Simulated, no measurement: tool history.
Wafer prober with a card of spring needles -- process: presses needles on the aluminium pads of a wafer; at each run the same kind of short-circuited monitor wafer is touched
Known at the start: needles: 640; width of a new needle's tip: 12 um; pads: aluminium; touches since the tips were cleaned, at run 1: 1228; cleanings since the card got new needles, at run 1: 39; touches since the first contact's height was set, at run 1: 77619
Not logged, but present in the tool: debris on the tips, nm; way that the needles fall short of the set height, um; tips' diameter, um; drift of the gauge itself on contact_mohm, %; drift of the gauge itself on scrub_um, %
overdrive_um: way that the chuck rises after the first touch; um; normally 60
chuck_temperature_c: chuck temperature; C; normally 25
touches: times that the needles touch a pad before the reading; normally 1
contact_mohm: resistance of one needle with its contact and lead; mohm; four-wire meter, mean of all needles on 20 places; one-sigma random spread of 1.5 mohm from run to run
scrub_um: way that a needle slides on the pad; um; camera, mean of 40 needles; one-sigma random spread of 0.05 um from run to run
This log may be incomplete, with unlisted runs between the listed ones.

run,hour,overdrive_um,chuck_temperature_c,touches,touches since the tips were cleaned,cleanings since the card got new needles,touches since the first contact's height was set,contact_mohm,scrub_um
1,0.0,60,25,1,1228,39,77619,159,14.55
# hour 1.8: tips cleaned on abrasive film
# hour 10.1: tips cleaned on abrasive film
# hour 18.5: tips cleaned on abrasive film
# hour 26.9: tips cleaned on abrasive film
# hour 35.3: tips cleaned on abrasive film
# hour 43.6: tips cleaned on abrasive film
# hour 52.0: tips cleaned on abrasive film
# hour 60.4: tips cleaned on abrasive film
# hour 68.7: tips cleaned on abrasive film
# hour 77.1: tips cleaned on abrasive film
# hour 85.5: tips cleaned on abrasive film
2,86.5,60,25,1,237,50,98529,148,14.39
# hour 93.2: tips cleaned on abrasive film
# hour 101.5: tips cleaned on abrasive film
# hour 101.8: height of the first contact set anew
# hour 108.6: tips cleaned on abrasive film
# hour 116.9: tips cleaned on abrasive film
# hour 125.3: tips cleaned on abrasive film
3,128.0,60,25,1,663,55,6337,157,15.03
# hour 133.1: tips cleaned on abrasive film
# hour 141.4: tips cleaned on abrasive film
# hour 149.8: tips cleaned on abrasive film
# hour 158.2: tips cleaned on abrasive film
# hour 164.9: tips cleaned on abrasive film
# hour 173.3: tips cleaned on abrasive film
# hour 181.7: tips cleaned on abrasive film
# hour 190.0: tips cleaned on abrasive film
# hour 196.7: tips cleaned on abrasive film
4,203.2,60,25,1,1581,64,24535,166,14.97
# hour 205.0: tips cleaned on abrasive film
# hour 213.3: tips cleaned on abrasive film
# hour 221.7: tips cleaned on abrasive film
# hour 230.1: tips cleaned on abrasive film
# hour 238.4: tips cleaned on abrasive film
# hour 245.2: tips cleaned on abrasive film
# hour 253.5: tips cleaned on abrasive film
# hour 261.9: tips cleaned on abrasive film
# hour 270.3: tips cleaned on abrasive film
# hour 278.6: tips cleaned on abrasive film
5,279.9,60,25,1,312,74,43086,149,14.71
# hour 285.0: tips cleaned on abrasive film, once more
# hour 291.7: tips cleaned on abrasive film
# hour 300.1: tips cleaned on abrasive film
# hour 308.4: tips cleaned on abrasive film
# hour 316.8: tips cleaned on abrasive film
# hour 325.2: tips cleaned on abrasive film
# hour 331.9: tips cleaned on abrasive film
# hour 340.3: tips cleaned on abrasive film
# hour 347.0: tips cleaned on abrasive film
# hour 353.7: tips cleaned on abrasive film
# hour 362.1: tips cleaned on abrasive film
6,363.2,60,25,2,275,85,63220,146,14.55
# hour 369.9: tips cleaned on abrasive film
# hour 378.3: tips cleaned on abrasive film
# hour 386.7: tips cleaned on abrasive film
# hour 395.0: tips cleaned on abrasive film
# hour 403.4: tips cleaned on abrasive film
# hour 411.8: tips cleaned on abrasive film
# hour 420.2: tips cleaned on abrasive film
# hour 428.5: tips cleaned on abrasive film
# hour 436.9: tips cleaned on abrasive film
# hour 445.3: tips cleaned on abrasive film
# hour 453.6: tips cleaned on abrasive film
7,457.0,61,25,1,820,96,85927,160,14.76
# hour 461.9: tips cleaned on abrasive film
# hour 468.6: tips cleaned on abrasive film
# hour 477.0: tips cleaned on abrasive film
# hour 485.4: tips cleaned on abrasive film
# hour 493.7: tips cleaned on abrasive film
# hour 502.1: tips cleaned on abrasive film
# hour 510.5: tips cleaned on abrasive film
8,511.8,79,25,1,311,103,99171,145,19.13
# hour 518.5: tips cleaned on abrasive film
# hour 523.7: height of the first contact set anew
# hour 525.5: tips cleaned on abrasive film
# hour 533.9: tips cleaned on abrasive film
# hour 542.2: tips cleaned on abrasive film
# hour 550.6: tips cleaned on abrasive film
# hour 557.3: tips cleaned on abrasive film
# hour 565.7: tips cleaned on abrasive film
9,568.3,79,25,1,644,110,10777,153,19.68
# hour 573.4: tips cleaned on abrasive film
# hour 580.1: tips cleaned on abrasive film
# hour 588.5: tips cleaned on abrasive film
# hour 596.9: tips cleaned on abrasive film
# hour 603.6: tips cleaned on abrasive film
# hour 611.9: tips cleaned on abrasive film
# hour 620.3: tips cleaned on abrasive film
# hour 628.7: tips cleaned on abrasive film
10,632.5,79,25,1,931,118,26299,153,19.67
# hour 635.9: tips cleaned on abrasive film
# hour 642.6: tips cleaned on abrasive film
# hour 651.0: tips cleaned on abrasive film
# hour 659.4: tips cleaned on abrasive film
# hour 666.1: tips cleaned on abrasive film
# hour 674.4: tips cleaned on abrasive film
# hour 682.8: tips cleaned on abrasive film
# hour 691.2: tips cleaned on abrasive film
# hour 699.6: tips cleaned on abrasive film
# hour 706.3: tips cleaned on abrasive film
# hour 714.7: tips cleaned on abrasive film
11,718.1,42,33,1,841,129,47000,175,10.21
# hour 721.5: tips cleaned on abrasive film
# hour 728.2: tips cleaned on abrasive film
# hour 736.6: tips cleaned on abrasive film
# hour 745.0: tips cleaned on abrasive film
# hour 753.3: tips cleaned on abrasive film
# hour 761.7: tips cleaned on abrasive film
# hour 770.1: tips cleaned on abrasive film
# hour 778.4: tips cleaned on abrasive film
# hour 786.8: tips cleaned on abrasive film
# hour 795.2: tips cleaned on abrasive film
# hour 802.5: tips cleaned on abrasive film
12,802.5,42,33,1,0,140,67401,152,10.06
# hour 810.8: tips cleaned on abrasive film
# hour 819.2: tips cleaned on abrasive film
# hour 827.6: tips cleaned on abrasive film
# hour 836.0: tips cleaned on abrasive film
# hour 844.3: tips cleaned on abrasive film
# hour 851.0: tips cleaned on abrasive film
13,852.9,60,40,1,466,146,79620,153,14.50
# hour 858.0: tips cleaned on abrasive film
# hour 866.4: tips cleaned on abrasive film
# hour 874.7: tips cleaned on abrasive film
# hour 883.1: tips cleaned on abrasive film
# hour 891.5: tips cleaned on abrasive film
# hour 899.8: tips cleaned on abrasive film
# hour 906.6: tips cleaned on abrasive film
14,906.6,60,40,1,0,153,92587,148,14.40

Branching from run 14: 3 alternative next runs. What would each branch give?
# hour 914.9: tips cleaned on abrasive film
# hour 921.6: tips cleaned on abrasive film
# hour 930.0: tips cleaned on abrasive film
# hour 938.3: tips cleaned on abrasive film
# hour 946.7: tips cleaned on abrasive film
# hour 947.0: height of the first contact set anew
A,950.9,60,38,1,948,158,948,?,?
# hour 914.9: tips cleaned on abrasive film
# hour 921.6: tips cleaned on abrasive film
# hour 930.0: tips cleaned on abrasive film
# hour 938.3: tips cleaned on abrasive film
# hour 946.7: tips cleaned on abrasive film
# hour 947.0: height of the first contact set anew
B,950.9,65,123,3,948,158,948,?,?
# hour 914.9: tips cleaned on abrasive film
# hour 921.6: tips cleaned on abrasive film
# hour 930.0: tips cleaned on abrasive film
# hour 938.3: tips cleaned on abrasive film
# hour 946.7: tips cleaned on abrasive film
# hour 947.0: height of the first contact set anew
C,950.9,64,40,1,948,158,948,?,?

run,contact_mohm,scrub_um
A,162,15.08
B,162,16.22
C,159,16.09
Had the tool no hidden state, the same runs would have come out as:
run,contact_mohm,scrub_um
A,144,15.08
B,158,16.22
C,143,16.09
